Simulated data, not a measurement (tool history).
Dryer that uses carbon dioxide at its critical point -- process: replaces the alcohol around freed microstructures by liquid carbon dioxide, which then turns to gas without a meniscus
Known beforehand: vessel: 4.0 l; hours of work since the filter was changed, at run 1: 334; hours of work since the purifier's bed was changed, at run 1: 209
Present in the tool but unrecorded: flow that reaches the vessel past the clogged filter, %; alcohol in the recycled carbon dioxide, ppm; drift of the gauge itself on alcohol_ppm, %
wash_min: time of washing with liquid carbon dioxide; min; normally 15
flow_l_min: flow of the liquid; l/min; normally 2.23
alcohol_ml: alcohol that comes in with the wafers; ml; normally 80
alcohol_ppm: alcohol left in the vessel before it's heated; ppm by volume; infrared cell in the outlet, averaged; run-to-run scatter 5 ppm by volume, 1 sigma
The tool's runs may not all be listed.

run	hour	wash_min	flow_l_min	alcohol_ml	hours of work since the filter was changed	hours of work since the purifier's bed was changed	alcohol_ppm
1	0	15	2.23	80	334	209	123
2	9.7	15	2.23	80	340	215	124
3	20.7	15	2.23	80	347	222	119
4	29.8	15	2.23	80	352	227	123
5	35.2	15	2.23	80	355	230	140
6	42.7	15	2.23	80	360	235	139
7	52.4	15	1.76	80	366	240	260
8	59	15	2.93	80	370	244	95
9	69.8	15	2.93	80	376	251	102
# hour 73.7: inlet filter changed
10	81.5	19	2.29	33	5	257	92
11	91.9	19	2.29	33	11	263	96
12	101.1	16	2.94	107	16	269	101
13	112	16	2.94	107	23	275	98

What differs in the tool's unlogged condition from the final listed run ahead of each entry between runs to the first listed run following it?
In the gap between runs 9 and 10: inlet filter changed (hour 73.7)
  flow that reaches the vessel past the clogged filter, %: 82 -> 98.9; alcohol in the recycled carbon dioxide, ppm: 90.1 -> 92.2
  the result without the hidden state subtracted from the measured one, alcohol_ppm: +92 -> +86 ppm by volume

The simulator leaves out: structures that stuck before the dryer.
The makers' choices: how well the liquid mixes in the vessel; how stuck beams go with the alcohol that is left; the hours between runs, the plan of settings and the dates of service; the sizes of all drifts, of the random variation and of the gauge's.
